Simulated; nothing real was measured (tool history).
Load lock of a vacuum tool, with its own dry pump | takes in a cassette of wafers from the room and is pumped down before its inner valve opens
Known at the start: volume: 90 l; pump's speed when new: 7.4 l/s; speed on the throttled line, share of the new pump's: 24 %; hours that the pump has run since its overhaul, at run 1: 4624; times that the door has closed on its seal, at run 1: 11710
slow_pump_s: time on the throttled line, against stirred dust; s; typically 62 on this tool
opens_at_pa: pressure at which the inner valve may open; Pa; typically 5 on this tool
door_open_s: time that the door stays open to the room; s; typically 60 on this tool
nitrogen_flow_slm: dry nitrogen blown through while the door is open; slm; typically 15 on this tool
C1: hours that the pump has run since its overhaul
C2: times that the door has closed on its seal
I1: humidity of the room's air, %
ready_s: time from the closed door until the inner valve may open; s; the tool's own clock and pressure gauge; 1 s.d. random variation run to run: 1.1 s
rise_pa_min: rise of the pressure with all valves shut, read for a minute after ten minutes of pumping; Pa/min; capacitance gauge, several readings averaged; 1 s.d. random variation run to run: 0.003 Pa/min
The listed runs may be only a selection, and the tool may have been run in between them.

run 1 hour=0 | slow_pump_s=62 opens_at_pa=5 door_open_s=60 nitrogen_flow_slm=15 | C1=4624 C2=11710 | I1=45 | ready_s=174.6 rise_pa_min=0.192
run 2 hour=147.9 | slow_pump_s=62 opens_at_pa=5 door_open_s=60 nitrogen_flow_slm=15 | C1=4772 C2=12379 | I1=48.3 | ready_s=177.2 rise_pa_min=0.209
run 3 hour=299.8 | slow_pump_s=92 opens_at_pa=5 door_open_s=60 nitrogen_flow_slm=15 | C1=4924 C2=13066 | I1=45.1 | ready_s=197.7 rise_pa_min=0.221
run 4 hour=475.8 | slow_pump_s=62 opens_at_pa=5 door_open_s=60 nitrogen_flow_slm=11 | C1=5100 C2=13862 | I1=46.7 | ready_s=175.1 rise_pa_min=0.239
run 5 hour=588.1 | slow_pump_s=62 opens_at_pa=5 door_open_s=60 nitrogen_flow_slm=11 | C1=5212 C2=14370 | I1=45.1 | ready_s=174.3 rise_pa_min=0.248
run 6 hour=754.7 | slow_pump_s=62 opens_at_pa=5 door_open_s=60 nitrogen_flow_slm=11 | C1=5379 C2=15124 | I1=44.7 | ready_s=176.1 rise_pa_min=0.271
run 7 hour=910.4 | slow_pump_s=62 opens_at_pa=5 door_open_s=60 nitrogen_flow_slm=15 | C1=5535 C2=15828 | I1=45 | ready_s=176.3 rise_pa_min=0.269
run 8 hour=1046.2 | slow_pump_s=62 opens_at_pa=5 door_open_s=60 nitrogen_flow_slm=15 | C1=5670 C2=16442 | I1=43.6 | ready_s=175.7 rise_pa_min=0.292
run 9 hour=1163.1 | slow_pump_s=62 opens_at_pa=5 door_open_s=60 nitrogen_flow_slm=15 | C1=5787 C2=16971 | I1=43.1 | ready_s=175.9 rise_pa_min=0.311
run 10 hour=1376.6 | slow_pump_s=62 opens_at_pa=5 door_open_s=60 nitrogen_flow_slm=15 | C1=6001 C2=17937 | I1=44.7 | ready_s=175.4 rise_pa_min=0.338
run 11 hour=1476.3 | slow_pump_s=62 opens_at_pa=5 door_open_s=60 nitrogen_flow_slm=8 | C1=6100 C2=18388 | I1=46.8 | ready_s=175.6 rise_pa_min=0.353
run 12 hour=1661.8 | slow_pump_s=62 opens_at_pa=5 door_open_s=60 nitrogen_flow_slm=8 | C1=6286 C2=19227 | I1=45.4 | ready_s=175.9 rise_pa_min=0.377
run 13 hour=1789.8 | slow_pump_s=60 opens_at_pa=5 door_open_s=60 nitrogen_flow_slm=15 | C1=6414 C2=19806 | I1=42 | ready_s=176.5 rise_pa_min=0.382
run 14 hour=1893.3 | slow_pump_s=62 opens_at_pa=5 door_open_s=51 nitrogen_flow_slm=15 | C1=6517 C2=20274 | I1=45.5 | ready_s=178.4 rise_pa_min=0.399
run 15 hour=1986.7 | slow_pump_s=62 opens_at_pa=5 door_open_s=51 nitrogen_flow_slm=15 | C1=6611 C2=20697 | I1=43 | ready_s=176.4 rise_pa_min=0.419
run 16 hour=2136.6 | slow_pump_s=62 opens_at_pa=5 door_open_s=51 nitrogen_flow_slm=15 | C1=6761 C2=21375 | I1=47.2 | ready_s=178.4 rise_pa_min=0.446
run 17 hour=2257.6 | slow_pump_s=62 opens_at_pa=5 door_open_s=60 nitrogen_flow_slm=15 | C1=6882 C2=21922 | I1=44.8 | ready_s=180 rise_pa_min=0.449
run 18 hour=2446.5 | slow_pump_s=62 opens_at_pa=5 door_open_s=60 nitrogen_flow_slm=15 | C1=7071 C2=22777 | I1=44.6 | ready_s=177.4 rise_pa_min=0.473
run 19 hour=2558.3 | slow_pump_s=62 opens_at_pa=7 door_open_s=60 nitrogen_flow_slm=15 | C1=7182 C2=23282 | I1=42.7 | ready_s=174.2 rise_pa_min=0.495
-- hour=2609.7 door's seal changed, seat wiped
run 20 hour=2683 | slow_pump_s=62 opens_at_pa=7 door_open_s=60 nitrogen_flow_slm=13 | C1=7306 C2=332 | I1=46.3 | ready_s=173 rise_pa_min=0.043
run 21 hour=2824.2 | slow_pump_s=90 opens_at_pa=7 door_open_s=82 nitrogen_flow_slm=5 | C1=7447 C2=970 | I1=44.8 | ready_s=194.9 rise_pa_min=0.064
run 22 hour=3015.2 | slow_pump_s=33 opens_at_pa=7 door_open_s=180 nitrogen_flow_slm=5 | C1=7638 C2=1834 | I1=47.5 | ready_s=153 rise_pa_min=0.122
run 23 hour=3181.6 | slow_pump_s=46 opens_at_pa=6 door_open_s=73 nitrogen_flow_slm=36 | C1=7804 C2=2587 | I1=47 | ready_s=167.6 rise_pa_min=0.05
run 24 hour=3313.6 | slow_pump_s=46 opens_at_pa=6 door_open_s=73 nitrogen_flow_slm=36 | C1=7936 C2=3184 | I1=42.8 | ready_s=163.9 rise_pa_min=0.051
run 25 hour=3402.4 | slow_pump_s=72 opens_at_pa=6 door_open_s=165 nitrogen_flow_slm=44 | C1=8025 C2=3586 | I1=46 | ready_s=185 rise_pa_min=0.082
run 26 hour=3510.7 | slow_pump_s=37 opens_at_pa=5 door_open_s=60 nitrogen_flow_slm=11 | C1=8133 C2=4076 | I1=43.5 | ready_s=163.3 rise_pa_min=0.073
run 27 hour=3611.6 | slow_pump_s=37 opens_at_pa=6 door_open_s=60 nitrogen_flow_slm=13 | C1=8234 C2=4532 | I1=41.3 | ready_s=159.9 rise_pa_min=0.078
run 28 hour=3708.4 | slow_pump_s=62 opens_at_pa=5 door_open_s=97 nitrogen_flow_slm=17 | C1=8331 C2=4970 | I1=45.9 | ready_s=181.6 rise_pa_min=0.095
run 29 hour=3846.8 | slow_pump_s=62 opens_at_pa=5 door_open_s=43 nitrogen_flow_slm=7 | C1=8469 C2=5596 | I1=45.1 | ready_s=179.7 rise_pa_min=0.091
run 30 hour=3943.2 | slow_pump_s=35 opens_at_pa=7 door_open_s=26 nitrogen_flow_slm=21 | C1=8566 C2=6032 | I1=44.4 | ready_s=157.2 rise_pa_min=0.077
run 31 hour=4049.9 | slow_pump_s=111 opens_at_pa=7 door_open_s=95 nitrogen_flow_slm=18 | C1=8672 C2=6515 | I1=47.6 | ready_s=213.2 rise_pa_min=0.111
run 32 hour=4244.6 | slow_pump_s=90 opens_at_pa=5 door_open_s=130 nitrogen_flow_slm=19 | C1=8867 C2=7396 | I1=45.5 | ready_s=201.5 rise_pa_min=0.136
run 33 hour=4341.8 | slow_pump_s=90 opens_at_pa=5 door_open_s=41 nitrogen_flow_slm=14 | C1=8964 C2=7835 | I1=45.7 | ready_s=202 rise_pa_min=0.112
run 34 hour=4448 | slow_pump_s=46 opens_at_pa=10 door_open_s=174 nitrogen_flow_slm=8 | C1=9071 C2=8316 | I1=47.5 | ready_s=160.2 rise_pa_min=0.187
run 35 hour=4652.1 | slow_pump_s=46 opens_at_pa=10 door_open_s=174 nitrogen_flow_slm=8 | C1=9275 C2=9239 | I1=44.2 | ready_s=162.2 rise_pa_min=0.201
run 36 hour=4788.9 | slow_pump_s=37 opens_at_pa=5 door_open_s=120 nitrogen_flow_slm=8 | C1=9412 C2=9858 | I1=45.4 | ready_s=163.3 rise_pa_min=0.197
run 37 hour=5002.9 | slow_pump_s=37 opens_at_pa=5 door_open_s=120 nitrogen_flow_slm=8 | C1=9626 C2=10826 | I1=46.4 | ready_s=165.8 rise_pa_min=0.214

Per-run results on a tool with no hidden state, each run keeping its own random variation:
The hidden state here: pump's speed, % of a new pump's; leak at the door's seal, Pa l/s; drift of the gauge itself on ready_s, %; drift of the gauge itself on rise_pa_min, %.
run=1 ready_s=168.7 rise_pa_min=0.038
run=2 ready_s=170.9 rise_pa_min=0.042
run=3 ready_s=191.9 rise_pa_min=0.038
run=4 ready_s=168.4 rise_pa_min=0.042
run=5 ready_s=167.5 rise_pa_min=0.037
run=6 ready_s=168.9 rise_pa_min=0.042
run=7 ready_s=168.8 rise_pa_min=0.03
run=8 ready_s=168 rise_pa_min=0.031
run=9 ready_s=168 rise_pa_min=0.035
run=10 ready_s=167.3 rise_pa_min=0.037
run=11 ready_s=167.2 rise_pa_min=0.042
run=12 ready_s=167.2 rise_pa_min=0.044
run=13 ready_s=167.5 rise_pa_min=0.03
run=14 ready_s=169.3 rise_pa_min=0.029
run=15 ready_s=167.2 rise_pa_min=0.032
run=16 ready_s=168.8 rise_pa_min=0.04
run=17 ready_s=169.9 rise_pa_min=0.038
run=18 ready_s=167.1 rise_pa_min=0.033
run=19 ready_s=164.3 rise_pa_min=0.033
run=20 ready_s=163.2 rise_pa_min=0.04
run=21 ready_s=185.5 rise_pa_min=0.056
run=22 ready_s=141.9 rise_pa_min=0.108
run=23 ready_s=156.2 rise_pa_min=0.03
run=24 ready_s=152.4 rise_pa_min=0.025
run=25 ready_s=174 rise_pa_min=0.052
run=26 ready_s=150.8 rise_pa_min=0.037
run=27 ready_s=147.5 rise_pa_min=0.035
run=28 ready_s=169.2 rise_pa_min=0.048
run=29 ready_s=167.2 rise_pa_min=0.037
run=30 ready_s=144.1 rise_pa_min=0.018
run=31 ready_s=202.1 rise_pa_min=0.046
run=32 ready_s=189.3 rise_pa_min=0.058
run=33 ready_s=189.6 rise_pa_min=0.027
run=34 ready_s=147.3 rise_pa_min=0.094
run=35 ready_s=148.9 rise_pa_min=0.091
run=36 ready_s=148.3 rise_pa_min=0.074
run=37 ready_s=150.2 rise_pa_min=0.07

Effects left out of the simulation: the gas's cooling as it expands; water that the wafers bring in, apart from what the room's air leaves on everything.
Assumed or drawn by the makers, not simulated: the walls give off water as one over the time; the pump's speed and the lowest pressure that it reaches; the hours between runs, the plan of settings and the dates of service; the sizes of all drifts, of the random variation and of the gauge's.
